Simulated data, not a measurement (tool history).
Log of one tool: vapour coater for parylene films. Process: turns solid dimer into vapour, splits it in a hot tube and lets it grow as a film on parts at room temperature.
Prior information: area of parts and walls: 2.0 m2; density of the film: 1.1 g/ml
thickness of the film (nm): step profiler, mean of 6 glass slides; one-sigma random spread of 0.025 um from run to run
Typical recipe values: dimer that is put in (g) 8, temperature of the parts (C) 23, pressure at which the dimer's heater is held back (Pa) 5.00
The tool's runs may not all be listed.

run	hour	dimer that is put in (g)	temperature of the parts (C)	pressure at which the dimer's heater is held back (Pa)	thickness of the film (nm)
1	0.0	8	23	5.00	1810
2	13.9	8	23	5.00	1790
3	25.8	8	23	5.00	1820
4	43.6	8	23	5.00	1870
5	63.1	8	23	5.00	1850
6	80.2	8	23	5.00	1800
7	100.6	8	23	5.00	1820
8	109.1	8	23	5.00	1820
9	126.2	8	23	5.00	1830
10	135.3	5	23	5.00	1130
11	152.5	9	23	5.00	2100
12	164.6	9	23	5.00	2090
13	185.2	8	18	5.00	2130
14	199.3	8	27	5.00	1600
15	217.6	8	23	5.00	1800
16	230.6	8	23	5.00	1850
17	244.9	8	23	5.00	1820
18	258.6	8	23	5.00	1850
19	279.8	8	23	5.00	1830
20	300.2	8	23	5.00	1770
21	321.1	8	23	5.00	1820
22	331.8	8	23	5.00	1800
23	340.8	8	23	8.29	1640
24	357.3	8	23	8.29	1620
25	377.3	8	23	8.29	1640
26	389.9	5	23	3.54	1220
27	406.5	4	15	3.43	1230
28	420.3	4	15	3.43	1230
29	440.2	10	21	3.43	2610
30	451.1	10	21	3.43	2570
31	468.0	4	22	5.22	930
32	479.7	4	22	5.22	970
33	493.3	12	32	5.00	2100
34	511.3	5	23	11.80	930
35	521.8	8	23	2.21	2120
36	530.3	8	23	7.59	1680
37	544.4	6	23	4.33	1430
38	562.3	7	23	5.39	1580
39	578.6	6	22	8.97	1250
40	595.3	5	15	3.52	1560
41	604.5	5	15	3.52	1580
42	614.6	4	15	2.82	1340
43	625.1	3	17	2.16	990
44	635.5	11	30	3.56	2190
45	651.5	8	19	2.24	2360
46	671.3	13	23	5.03	2960
47	683.1	9	27	5.03	1810
48	702.8	10	17	10.33	2370

Taken out of this log: 1 entry between the listed runs. Where each belongs, and how the hidden state differs across it:
In the gap between runs 20 and 21: trap's valve overhauled (hour 307.2)
  vapour lost through the trap's worn valve, %: 0.4 -> 0

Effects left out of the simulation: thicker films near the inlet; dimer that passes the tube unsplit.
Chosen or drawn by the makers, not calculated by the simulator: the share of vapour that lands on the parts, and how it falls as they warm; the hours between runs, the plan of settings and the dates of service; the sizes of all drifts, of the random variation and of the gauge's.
